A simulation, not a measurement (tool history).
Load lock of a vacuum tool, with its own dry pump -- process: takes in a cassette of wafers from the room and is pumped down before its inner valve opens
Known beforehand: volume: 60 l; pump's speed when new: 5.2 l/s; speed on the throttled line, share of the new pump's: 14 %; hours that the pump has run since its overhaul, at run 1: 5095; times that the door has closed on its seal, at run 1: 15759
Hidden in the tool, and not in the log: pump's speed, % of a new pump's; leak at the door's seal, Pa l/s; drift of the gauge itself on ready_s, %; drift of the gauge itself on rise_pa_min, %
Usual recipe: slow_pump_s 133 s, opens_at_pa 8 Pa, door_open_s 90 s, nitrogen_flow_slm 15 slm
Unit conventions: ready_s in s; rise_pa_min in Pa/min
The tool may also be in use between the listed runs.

run,hour,slow_pump_s,opens_at_pa,door_open_s,nitrogen_flow_slm,hours that the pump has run since its overhaul,times that the door has closed on its seal,"incoming humidity of the room's air, %",ready_s,rise_pa_min
1,0,133,8,90,15,5095,15759,45.1,225.8,0.033
2,118.8,133,8,90,15,5214,16045,43.1,223.7,0.031
3,249.3,133,8,90,15,5344,16359,44.5,224.9,0.035
4,366.8,133,8,90,15,5462,16642,44.1,225,0.036
5,457.5,133,8,90,15,5552,16860,45,221.5,0.038
6,584.5,133,8,90,10,5679,17166,44.4,224.4,0.034
7,659.1,133,8,90,15,5754,17345,45.9,225.3,0.034
8,731.1,133,8,90,15,5826,17518,46.8,225.3,0.038
9,883.4,133,8,90,15,5978,17885,47.3,223.5,0.038
10,1002,133,8,90,15,6097,18171,45.9,224.7,0.037
11,1151.8,133,8,90,15,6247,18531,45.9,223.5,0.035
12,1266.9,133,8,90,15,6362,18808,46.2,223.2,0.037
13,1371.2,133,8,90,15,6466,19059,44.5,227,0.037
14,1441.1,133,11,90,15,6536,19227,45,218.5,0.037
15,1520.6,133,11,90,15,6615,19419,45.2,221.2,0.033
16,1586.6,133,8,90,9,6681,19578,48.1,226.9,0.044
17,1719.5,133,8,90,9,6814,19897,44,222.7,0.04
18,1833.9,133,12,90,15,6929,20173,46.3,220.7,0.032
19,1907.9,129,9,101,15,7003,20351,42.2,218.5,0.037
20,2028.8,129,8,153,15,7124,20642,48.9,221.5,0.052
21,2130.1,129,8,153,15,7225,20886,44.1,223.3,0.053
22,2243.6,80,8,90,20,7338,21159,44.5,178.2,0.028
23,2340.3,80,8,90,20,7435,21392,45.8,178.7,0.028
24,2437.1,80,10,55,20,7532,21625,49,178.1,0.025
25,2556.6,79,16,67,40,7651,21912,45.2,169.1,0.014

The next listed run, before its measurement:
26,2695.7,222,8,228,16,7791,22247,42.1,?,?

{"run 26": {"ready_s": 302.3, "rise_pa_min": 0.058}}
On a tool with no hidden condition, and with the same random variation, this run would have come out at ready_s 302.3 s, rise_pa_min 0.057 Pa/min.
